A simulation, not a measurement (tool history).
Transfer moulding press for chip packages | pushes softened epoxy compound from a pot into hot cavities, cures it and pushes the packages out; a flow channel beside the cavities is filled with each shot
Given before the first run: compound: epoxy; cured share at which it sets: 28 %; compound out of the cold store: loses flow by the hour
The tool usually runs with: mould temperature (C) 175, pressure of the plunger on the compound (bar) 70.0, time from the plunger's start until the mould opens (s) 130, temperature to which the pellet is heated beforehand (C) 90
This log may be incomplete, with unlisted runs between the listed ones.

run,day,mould temperature (C),pressure of the plunger on the compound (bar),time from the plunger's start until the mould opens (s),temperature to which the pellet is heated beforehand (C),incoming compound's hours out of the cold store,length that the compound runs in the flow channel (mm),greatest force on the pins that push the packages out (N)
1,0.000,175,70.0,130,90,30.0,702,623
# day 0.350: cavities cleaned with cleaning compound and waxed
2,0.442,175,70.0,130,90,17.9,720,419
3,1.067,175,70.0,130,90,44.1,671,468
4,1.729,175,70.0,130,87,46.2,662,531
5,2.417,175,70.0,158,90,33.5,685,452
6,3.104,175,70.0,158,90,37.9,678,506
# day 3.592: cavities cleaned with cleaning compound and waxed
7,3.771,175,70.0,158,90,18.0,714,347
8,4.354,175,70.0,130,90,30.0,689,467
9,5.175,175,70.0,130,90,10.0,722,538
10,5.638,177,70.0,130,90,14.1,715,532
11,6.446,175,74.1,130,88,35.4,690,608
# day 6.862: cavities cleaned with cleaning compound and waxed
12,7.392,175,74.1,130,88,42.5,679,462
13,8.242,175,74.1,130,88,10.6,745,529
14,8.633,170,67.8,141,92,39.8,670,654
15,9.500,175,71.3,146,95,30.3,687,539
# day 10.108: cavities cleaned with cleaning compound and waxed
16,10.258,175,71.3,146,95,29.3,677,369
17,11.000,175,71.3,146,95,45.9,656,422
18,11.475,175,71.3,146,95,9.1,717,483
19,11.921,175,70.0,130,92,43.7,650,568

What if the next run were any one of these 5? Each begins from the tool's condition after run 19:
A,12.562,175,52.7,130,92,41.9,?,?
B,12.562,175,69.7,160,100,34.5,?,?
C,12.562,174,70.0,137,90,11.0,?,?
D,12.562,175,70.0,130,87,22.4,?,?
E,12.562,175,70.0,125,92,41.4,?,?

run,length that the compound runs in the flow channel (mm),greatest force on the pins that push the packages out (N)
A,563,563
B,662,488
C,706,616
D,683,609
E,656,605
Take away the tool's hidden state, keep each run's random variation, and the runs would have read:
run,length that the compound runs in the flow channel (mm),greatest force on the pins that push the packages out (N)
A,607,370
B,713,319
C,761,407
D,736,402
E,707,398
